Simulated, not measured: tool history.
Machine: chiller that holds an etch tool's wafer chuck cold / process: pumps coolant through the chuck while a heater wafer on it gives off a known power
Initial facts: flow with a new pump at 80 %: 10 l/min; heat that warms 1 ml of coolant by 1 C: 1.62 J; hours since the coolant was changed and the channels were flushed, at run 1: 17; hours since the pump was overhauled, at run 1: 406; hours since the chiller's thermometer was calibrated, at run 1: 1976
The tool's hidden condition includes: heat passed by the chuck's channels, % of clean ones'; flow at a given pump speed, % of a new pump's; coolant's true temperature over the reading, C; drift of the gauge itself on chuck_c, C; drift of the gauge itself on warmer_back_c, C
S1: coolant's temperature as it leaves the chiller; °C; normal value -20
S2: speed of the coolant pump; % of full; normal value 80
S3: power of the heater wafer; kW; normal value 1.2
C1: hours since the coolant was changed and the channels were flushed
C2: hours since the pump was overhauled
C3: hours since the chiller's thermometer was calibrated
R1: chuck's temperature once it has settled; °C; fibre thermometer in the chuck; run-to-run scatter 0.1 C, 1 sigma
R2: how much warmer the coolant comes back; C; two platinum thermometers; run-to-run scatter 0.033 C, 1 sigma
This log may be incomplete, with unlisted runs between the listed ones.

{"run": 1, "hour": 0.0, "S1": -20, "S2": 80, "S3": 1.2, "C1": 17, "C2": 406, "C3": 1976, "R1": -5.6, "R2": 4.48}
{"run": 2, "hour": 32.6, "S1": -20, "S2": 80, "S3": 1.2, "C1": 49, "C2": 439, "C3": 2009, "R1": -5.6, "R2": 4.45}
{"run": 3, "hour": 62.0, "S1": -20, "S2": 80, "S3": 1.2, "C1": 79, "C2": 468, "C3": 2038, "R1": -5.7, "R2": 4.47}
{"run": 4, "hour": 99.5, "S1": -20, "S2": 80, "S3": 1.2, "C1": 116, "C2": 506, "C3": 2075, "R1": -5.7, "R2": 4.48}
{"run": 5, "hour": 147.7, "S1": -20, "S2": 80, "S3": 1.2, "C1": 164, "C2": 554, "C3": 2124, "R1": -5.6, "R2": 4.51}
{"run": 6, "hour": 190.9, "S1": -20, "S2": 80, "S3": 1.636, "C1": 208, "C2": 597, "C3": 2167, "R1": -0.4, "R2": 6.14}
{"run": 7, "hour": 237.1, "S1": -20, "S2": 97, "S3": 1.636, "C1": 254, "C2": 643, "C3": 2213, "R1": -3, "R2": 4.96}
{"run": 8, "hour": 259.9, "S1": -19, "S2": 80, "S3": 1.2, "C1": 277, "C2": 666, "C3": 2236, "R1": -4.7, "R2": 4.48}
{"run": 9, "hour": 305.9, "S1": -19, "S2": 80, "S3": 1.761, "C1": 323, "C2": 712, "C3": 2282, "R1": 2.2, "R2": 6.6}
{"run": 10, "hour": 353.0, "S1": -19, "S2": 80, "S3": 1.761, "C1": 370, "C2": 759, "C3": 2329, "R1": 2.4, "R2": 6.63}
{"run": 11, "hour": 391.3, "S1": -19, "S2": 80, "S3": 1.761, "C1": 408, "C2": 797, "C3": 2367, "R1": 2.2, "R2": 6.56}
{"run": 12, "hour": 416.4, "S1": -19, "S2": 80, "S3": 1.761, "C1": 433, "C2": 822, "C3": 2392, "R1": 2.3, "R2": 6.59}
{"run": 13, "hour": 460.4, "S1": -19, "S2": 84, "S3": 1.206, "C1": 477, "C2": 866, "C3": 2436, "R1": -5, "R2": 4.33}
{"run": 14, "hour": 497.9, "S1": -19, "S2": 84, "S3": 1.206, "C1": 515, "C2": 904, "C3": 2474, "R1": -4.9, "R2": 4.31}
{"run": 15, "hour": 528.2, "S1": -25, "S2": 80, "S3": 1.2, "C1": 545, "C2": 934, "C3": 2504, "R1": -10.7, "R2": 4.53}
{"run": 16, "hour": 562.6, "S1": -25, "S2": 80, "S3": 1.2, "C1": 579, "C2": 969, "C3": 2539, "R1": -10.6, "R2": 4.57}
{"hour": 570.0, "done": "coolant pump overhauled"}
{"run": 17, "hour": 599.9, "S1": -24, "S2": 80, "S3": 0.956, "C1": 612, "C2": 30, "C3": 2571, "R1": -12.6, "R2": 3.61}
{"run": 18, "hour": 628.3, "S1": -24, "S2": 80, "S3": 0.956, "C1": 640, "C2": 58, "C3": 2599, "R1": -12.6, "R2": 3.63}
{"run": 19, "hour": 658.5, "S1": -19, "S2": 64, "S3": 1.363, "C1": 670, "C2": 88, "C3": 2629, "R1": 0.5, "R2": 6.65}
{"run": 20, "hour": 678.9, "S1": -14, "S2": 89, "S3": 1.2, "C1": 691, "C2": 109, "C3": 2650, "R1": -0.4, "R2": 4.04}
{"run": 21, "hour": 705.4, "S1": -26, "S2": 76, "S3": 1.323, "C1": 717, "C2": 135, "C3": 2676, "R1": -9.4, "R2": 5.33}
{"run": 22, "hour": 751.4, "S1": -20, "S2": 97, "S3": 1.657, "C1": 763, "C2": 181, "C3": 2722, "R1": -2.4, "R2": 5.05}
{"hour": 780.5, "done": "coolant pump overhauled, once more"}
{"run": 23, "hour": 800.3, "S1": -20, "S2": 66, "S3": 1.2, "C1": 807, "C2": 20, "C3": 2766, "R1": -3.4, "R2": 5.52}
{"run": 24, "hour": 833.6, "S1": -20, "S2": 75, "S3": 0.689, "C1": 840, "C2": 53, "C3": 2800, "R1": -11.5, "R2": 2.78}

Forecast each of these 4 alternatives for the next run:
{"run": "A", "hour": 878.9, "S1": -20, "S2": 66, "S3": 1.764, "C1": 886, "C2": 98, "C3": 2845, "R1": "?", "R2": "?"}
{"run": "B", "hour": 878.9, "S1": -17, "S2": 66, "S3": 1.2, "C1": 886, "C2": 98, "C3": 2845, "R1": "?", "R2": "?"}
{"run": "C", "hour": 878.9, "S1": -20, "S2": 77, "S3": 0.689, "C1": 886, "C2": 98, "C3": 2845, "R1": "?", "R2": "?"}
{"run": "D", "hour": 878.9, "S1": -20, "S2": 91, "S3": 1.712, "C1": 886, "C2": 98, "C3": 2845, "R1": "?", "R2": "?"}

run=A R1=4.6 R2=8.15
run=B R1=-0.4 R2=5.57
run=C R1=-11.7 R2=2.75
run=D R1=-1.1 R2=5.51
What these runs would have given with no unlogged condition in the tool:
run=A R1=4.3 R2=8.09
run=B R1=-0.6 R2=5.53
run=C R1=-11.6 R2=2.73
run=D R1=-1.3 R2=5.47
